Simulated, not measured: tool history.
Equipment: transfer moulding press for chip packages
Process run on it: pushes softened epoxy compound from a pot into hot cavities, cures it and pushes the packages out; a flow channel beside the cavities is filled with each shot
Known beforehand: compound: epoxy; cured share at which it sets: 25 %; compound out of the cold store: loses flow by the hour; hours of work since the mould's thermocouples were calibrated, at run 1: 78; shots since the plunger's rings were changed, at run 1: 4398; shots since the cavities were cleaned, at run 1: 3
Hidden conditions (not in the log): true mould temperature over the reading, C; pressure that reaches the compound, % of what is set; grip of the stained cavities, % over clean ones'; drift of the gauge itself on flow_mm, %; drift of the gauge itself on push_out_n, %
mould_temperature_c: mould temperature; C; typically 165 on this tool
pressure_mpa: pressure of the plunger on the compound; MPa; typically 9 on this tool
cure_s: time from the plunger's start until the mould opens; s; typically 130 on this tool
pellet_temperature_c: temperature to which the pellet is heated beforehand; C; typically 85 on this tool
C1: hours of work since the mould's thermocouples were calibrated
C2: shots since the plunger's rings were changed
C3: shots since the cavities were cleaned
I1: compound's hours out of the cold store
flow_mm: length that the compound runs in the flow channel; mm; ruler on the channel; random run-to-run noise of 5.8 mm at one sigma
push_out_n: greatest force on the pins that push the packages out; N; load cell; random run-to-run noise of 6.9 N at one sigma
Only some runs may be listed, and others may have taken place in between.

run 1 hour=0 | mould_temperature_c=165 pressure_mpa=9 cure_s=130 pellet_temperature_c=85 | C1=78 C2=4398 C3=3 | I1=22.5 | flow_mm=534 push_out_n=280
run 2 hour=17.6 | mould_temperature_c=165 pressure_mpa=9 cure_s=148 pellet_temperature_c=85 | C1=90 C2=4579 C3=184 | I1=45.7 | flow_mm=465 push_out_n=324
run 3 hour=29.5 | mould_temperature_c=165 pressure_mpa=9 cure_s=148 pellet_temperature_c=85 | C1=98 C2=4703 C3=308 | I1=9.1 | flow_mm=568 push_out_n=377
run 4 hour=39.5 | mould_temperature_c=165 pressure_mpa=9 cure_s=148 pellet_temperature_c=85 | C1=104 C2=4807 C3=412 | I1=47.9 | flow_mm=465 push_out_n=391
run 5 hour=59.9 | mould_temperature_c=165 pressure_mpa=9 cure_s=148 pellet_temperature_c=84 | C1=118 C2=5018 C3=623 | I1=13.2 | flow_mm=554 push_out_n=475
run 6 hour=72.3 | mould_temperature_c=165 pressure_mpa=7.33 cure_s=130 pellet_temperature_c=85 | C1=126 C2=5146 C3=751 | I1=9 | flow_mm=507 push_out_n=590
run 7 hour=85.8 | mould_temperature_c=165 pressure_mpa=8.66 cure_s=130 pellet_temperature_c=85 | C1=135 C2=5287 C3=892 | I1=27.3 | flow_mm=497 push_out_n=582
-- hour=95.7 cavities cleaned with cleaning compound and waxed
run 8 hour=101 | mould_temperature_c=165 pressure_mpa=8.66 cure_s=130 pellet_temperature_c=85 | C1=144 C2=5429 C3=56 | I1=36 | flow_mm=467 push_out_n=642
run 9 hour=111.3 | mould_temperature_c=165 pressure_mpa=8.66 cure_s=130 pellet_temperature_c=85 | C1=151 C2=5535 C3=162 | I1=12.1 | flow_mm=538 push_out_n=717
run 10 hour=128.3 | mould_temperature_c=165 pressure_mpa=8.66 cure_s=130 pellet_temperature_c=85 | C1=163 C2=5711 C3=338 | I1=14.6 | flow_mm=535 push_out_n=678
-- hour=145.7 cavities cleaned with cleaning compound and waxed, once more
run 11 hour=145.7 | mould_temperature_c=165 pressure_mpa=9 cure_s=130 pellet_temperature_c=85 | C1=173 C2=5876 C3=0 | I1=45 | flow_mm=454 push_out_n=266
run 12 hour=161.4 | mould_temperature_c=165 pressure_mpa=9 cure_s=130 pellet_temperature_c=85 | C1=184 C2=6039 C3=163 | I1=32.2 | flow_mm=488 push_out_n=380
run 13 hour=175.6 | mould_temperature_c=165 pressure_mpa=9 cure_s=130 pellet_temperature_c=85 | C1=193 C2=6185 C3=309 | I1=28.3 | flow_mm=499 push_out_n=464
run 14 hour=192.9 | mould_temperature_c=165 pressure_mpa=9 cure_s=130 pellet_temperature_c=85 | C1=205 C2=6365 C3=489 | I1=27.8 | flow_mm=495 push_out_n=537
run 15 hour=208.9 | mould_temperature_c=165 pressure_mpa=9 cure_s=130 pellet_temperature_c=85 | C1=216 C2=6531 C3=655 | I1=19.9 | flow_mm=511 push_out_n=575
run 16 hour=226.1 | mould_temperature_c=165 pressure_mpa=9 cure_s=130 pellet_temperature_c=85 | C1=227 C2=6709 C3=833 | I1=23.6 | flow_mm=502 push_out_n=608
-- hour=241.5 cavities cleaned with cleaning compound and waxed
run 17 hour=244.4 | mould_temperature_c=157 pressure_mpa=9 cure_s=159 pellet_temperature_c=85 | C1=238 C2=6883 C3=30 | I1=19.3 | flow_mm=545 push_out_n=387
-- hour=249 plunger's sealing rings changed
run 18 hour=266.3 | mould_temperature_c=165 pressure_mpa=9 cure_s=130 pellet_temperature_c=79 | C1=251 C2=179 C3=231 | I1=9.4 | flow_mm=639 push_out_n=454
run 19 hour=282.7 | mould_temperature_c=165 pressure_mpa=9 cure_s=118 pellet_temperature_c=85 | C1=262 C2=348 C3=400 | I1=13.5 | flow_mm=618 push_out_n=649
run 20 hour=304.6 | mould_temperature_c=161 pressure_mpa=9 cure_s=128 pellet_temperature_c=87 | C1=277 C2=576 C3=628 | I1=15.6 | flow_mm=625 push_out_n=810
run 21 hour=317.5 | mould_temperature_c=169 pressure_mpa=10.38 cure_s=128 pellet_temperature_c=82 | C1=286 C2=709 C3=761 | I1=23.6 | flow_mm=610 push_out_n=485
run 22 hour=336 | mould_temperature_c=167 pressure_mpa=9 cure_s=130 pellet_temperature_c=87 | C1=298 C2=901 C3=953 | I1=26.4 | flow_mm=550 push_out_n=555
-- hour=338.7 cavities cleaned with cleaning compound and waxed
run 23 hour=351.2 | mould_temperature_c=170 pressure_mpa=9 cure_s=130 pellet_temperature_c=87 | C1=307 C2=1043 C3=130 | I1=20.7 | flow_mm=570 push_out_n=291
run 24 hour=370.9 | mould_temperature_c=171 pressure_mpa=6.83 cure_s=123 pellet_temperature_c=89 | C1=320 C2=1247 C3=334 | I1=9.5 | flow_mm=523 push_out_n=375
run 25 hour=389.7 | mould_temperature_c=165 pressure_mpa=9.34 cure_s=156 pellet_temperature_c=91 | C1=333 C2=1441 C3=528 | I1=45 | flow_mm=524 push_out_n=393
run 26 hour=413.3 | mould_temperature_c=158 pressure_mpa=9 cure_s=130 pellet_temperature_c=95 | C1=349 C2=1686 C3=773 | I1=16.6 | flow_mm=608 push_out_n=1057
run 27 hour=429.1 | mould_temperature_c=158 pressure_mpa=9 cure_s=130 pellet_temperature_c=95 | C1=359 C2=1850 C3=937 | I1=28.4 | flow_mm=573 push_out_n=1012
-- hour=434.3 cavities cleaned with cleaning compound and waxed
run 28 hour=455.2 | mould_temperature_c=165 pressure_mpa=7.87 cure_s=150 pellet_temperature_c=91 | C1=376 C2=2105 C3=217 | I1=14.2 | flow_mm=555 push_out_n=370

Below are 3 alternative next runs, each starting from the tool's condition after run 28. Predict each:
run A hour=479.6 | mould_temperature_c=168 pressure_mpa=10.83 cure_s=150 pellet_temperature_c=91 | C1=392 C2=2357 C3=469 | I1=14.5 | flow_mm=? push_out_n=?
run B hour=479.6 | mould_temperature_c=167 pressure_mpa=7.03 cure_s=164 pellet_temperature_c=85 | C1=392 C2=2357 C3=469 | I1=11.2 | flow_mm=? push_out_n=?
run C hour=479.6 | mould_temperature_c=157 pressure_mpa=9.82 cure_s=130 pellet_temperature_c=85 | C1=392 C2=2357 C3=469 | I1=30.8 | flow_mm=? push_out_n=?

run=A flow_mm=639 push_out_n=385
run=B flow_mm=532 push_out_n=381
run=C flow_mm=589 push_out_n=941
Stripped of hidden state, with their random variation kept, the same runs would have yielded:
run=A flow_mm=667 push_out_n=202
run=B flow_mm=555 push_out_n=202
run=C flow_mm=615 push_out_n=464

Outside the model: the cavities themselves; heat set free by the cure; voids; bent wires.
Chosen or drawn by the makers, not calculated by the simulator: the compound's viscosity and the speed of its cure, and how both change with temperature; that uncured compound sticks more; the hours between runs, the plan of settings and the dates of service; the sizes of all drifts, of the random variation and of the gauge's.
